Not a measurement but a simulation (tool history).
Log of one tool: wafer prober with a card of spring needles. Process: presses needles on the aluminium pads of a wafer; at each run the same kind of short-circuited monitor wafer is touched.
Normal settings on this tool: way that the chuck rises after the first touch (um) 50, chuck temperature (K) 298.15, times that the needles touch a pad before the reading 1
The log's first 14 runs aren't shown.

run	hour	way that the chuck rises after the first touch (um)	chuck temperature (K)	times that the needles touch a pad before the reading	resistance of one needle with its contact and lead (mohm)	way that a needle slides on the pad (um)
# hour 108.9: tips cleaned on abrasive film
15	108.9	50	298.15	2	137	6.84
16	119	50	298.15	2	175	6.68
# hour 119.6: tips cleaned on abrasive film
17	128.8	50	298.15	2	171	6.72
# hour 130.8: tips cleaned on abrasive film
18	137.9	50	298.15	2	168	6.8
# hour 141.8: tips cleaned on abrasive film
19	145.3	34	303.15	2	181	4.47
# hour 152.5: tips cleaned on abrasive film
20	155.2	60	385.15	1	164	8.1
21	161.3	51	317.15	1	195	6.83
# hour 164: tips cleaned on abrasive film
22	171.3	52	302.15	1	184	6.9
# hour 174.8: tips cleaned on abrasive film
23	181.5	54	327.15	3	154	7.13
# hour 185.9: tips cleaned on abrasive film
24	187.2	54	327.15	3	144	7.17
25	194.9	42	298.15	1	220	5.54
# hour 197.1: tips cleaned on abrasive film
26	203.1	57	322.15	1	177	7.66
# hour 208.2: tips cleaned on abrasive film
27	208.5	57	299.15	1	142	7.44
28	213.1	69	300.15	2	149	9.25
# hour 219.4: tips cleaned on abrasive film
29	223.1	69	300.15	2	144	9.13
# hour 230: tips cleaned on abrasive film
30	232.9	69	373.15	1	159	9.22
31	237.4	41	385.15	2	197	5.42
# hour 241.4: tips cleaned on abrasive film
32	245.4	32	367.15	1	234	4.16
# hour 252.7: tips cleaned on abrasive film
33	256.5	32	367.15	1	235	4.18
# hour 263.6: tips cleaned on abrasive film
34	266.9	32	367.15	1	222	4.12
# hour 274.2: tips cleaned on abrasive film
35	277.3	65	367.15	1	163	8.61

Below are 3 alternative next runs, each starting from the tool's condition after run 35. Predict each:
A	281.9	68	298.15	2	?	?
B	281.9	50	334.15	1	?	?
C	281.9	61	367.15	2	?	?

run	resistance of one needle with its contact and lead (mohm)	way that a needle slides on the pad (um)
A	156	8.98
B	199	6.52
C	164	8.08
Take away the tool's hidden state, keep each run's random variation, and the runs would have read:
run	resistance of one needle with its contact and lead (mohm)	way that a needle slides on the pad (um)
A	132	9.26
B	140	6.8
C	139	8.36
